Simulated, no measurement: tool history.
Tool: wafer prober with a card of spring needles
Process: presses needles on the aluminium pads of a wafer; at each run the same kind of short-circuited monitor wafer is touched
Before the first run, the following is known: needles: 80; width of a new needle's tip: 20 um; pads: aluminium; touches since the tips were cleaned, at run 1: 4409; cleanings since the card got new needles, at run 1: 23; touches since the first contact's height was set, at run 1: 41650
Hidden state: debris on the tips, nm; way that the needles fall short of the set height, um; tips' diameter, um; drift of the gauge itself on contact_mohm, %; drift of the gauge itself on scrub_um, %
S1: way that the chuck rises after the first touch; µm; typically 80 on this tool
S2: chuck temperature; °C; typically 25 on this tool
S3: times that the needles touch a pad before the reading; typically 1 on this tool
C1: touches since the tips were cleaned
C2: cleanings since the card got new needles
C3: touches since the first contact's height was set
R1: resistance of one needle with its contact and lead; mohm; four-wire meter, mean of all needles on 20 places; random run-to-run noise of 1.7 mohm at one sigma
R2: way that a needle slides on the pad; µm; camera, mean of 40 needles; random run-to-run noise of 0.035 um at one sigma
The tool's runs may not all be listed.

| run | day | S1 | S2 | S3 | C1 | C2 | C3 | R1 | R2 |
|---|---|---|---|---|---|---|---|---|---|
| 1 | 0.000 | 80 | 25 | 1 | 4409 | 23 | 41650 | 164 | 14.27 |
|  | 0.304 | tips cleaned on abrasive film |
| 2 | 0.429 | 80 | 25 | 1 | 1665 | 24 | 47397 | 167 | 14.25 |
|  | 0.946 | tips cleaned on abrasive film |
| 3 | 0.946 | 80 | 25 | 1 | 0 | 25 | 54398 | 168 | 14.26 |
|  | 1.596 | tips cleaned on abrasive film |
| 4 | 1.671 | 93 | 25 | 1 | 990 | 26 | 64154 | 163 | 16.60 |
|  | 2.254 | tips cleaned on abrasive film |
| 5 | 2.412 | 93 | 25 | 1 | 2165 | 27 | 74190 | 164 | 16.55 |
|  | 2.879 | tips cleaned on abrasive film |
| 6 | 3.442 | 93 | 25 | 1 | 7662 | 28 | 88115 | 162 | 16.58 |
|  | 3.512 | tips cleaned on abrasive film |
|  | 4.150 | tips cleaned on abrasive film |
| 7 | 4.150 | 93 | 25 | 1 | 0 | 30 | 97577 | 164 | 16.61 |
| 8 | 4.683 | 93 | 25 | 1 | 7230 | 30 | 104807 | 161 | 16.54 |
|  | 4.842 | tips cleaned on abrasive film |
|  | 5.504 | tips cleaned on abrasive film |
| 9 | 5.546 | 93 | 25 | 1 | 566 | 32 | 116419 | 162 | 16.54 |
|  | 6.125 | tips cleaned on abrasive film |
| 10 | 6.133 | 93 | 25 | 1 | 87 | 33 | 124343 | 163 | 16.66 |
|  | 6.742 | tips cleaned on abrasive film |
| 11 | 6.933 | 93 | 25 | 1 | 2578 | 34 | 135151 | 162 | 16.50 |
|  | 7.367 | tips cleaned on abrasive film |
| 12 | 7.721 | 80 | 94 | 1 | 4806 | 35 | 145777 | 181 | 14.21 |
|  | 7.992 | tips cleaned on abrasive film |
| 13 | 8.496 | 80 | 94 | 1 | 6846 | 36 | 156255 | 179 | 14.23 |
|  | 8.667 | tips cleaned on abrasive film |
|  | 9.304 | tips cleaned on abrasive film |
| 14 | 9.304 | 80 | 94 | 1 | 0 | 38 | 167094 | 178 | 14.23 |
|  | 9.992 | tips cleaned on abrasive film |
|  | 10.146 | height of the first contact set anew |
| 15 | 10.162 | 80 | 25 | 1 | 2162 | 39 | 229 | 164 | 14.27 |
|  | 10.692 | tips cleaned on abrasive film |
| 16 | 10.875 | 80 | 25 | 1 | 2527 | 40 | 9872 | 168 | 14.23 |
|  | 11.317 | tips cleaned on abrasive film |
| 17 | 11.629 | 80 | 25 | 1 | 4273 | 41 | 20048 | 164 | 14.23 |
|  | 12.000 | tips cleaned on abrasive film |
| 18 | 12.262 | 80 | 53 | 3 | 3567 | 42 | 28596 | 170 | 14.26 |
|  | 12.642 | tips cleaned on abrasive film |
| 19 | 12.921 | 80 | 53 | 3 | 3793 | 43 | 37480 | 171 | 14.22 |
|  | 13.300 | tips cleaned on abrasive film |
| 20 | 13.846 | 80 | 53 | 3 | 7420 | 44 | 49974 | 173 | 14.27 |
|  | 14.004 | tips cleaned on abrasive film |
| 21 | 14.392 | 80 | 53 | 3 | 5250 | 45 | 57325 | 171 | 14.23 |
|  | 14.638 | tips cleaned on abrasive film |
| 22 | 15.208 | 80 | 51 | 1 | 7726 | 46 | 68312 | 169 | 14.29 |
|  | 15.288 | tips cleaned on abrasive film |
|  | 15.967 | tips cleaned on abrasive film |
| 23 | 15.996 | 80 | 59 | 1 | 358 | 48 | 78889 | 171 | 14.23 |

Estimate the outcome of run 24 from the log above:
| 24 | 16.504 | 80 | 59 | 1 | 7304 | 48 | 85835 | ? | ? |

Logged for run 24: R1 173 mohm, R2 14.21 µm.
Were there no unlogged condition in the tool, this run, its random variation unchanged, would have produced R1 172 mohm, R2 14.21 µm.
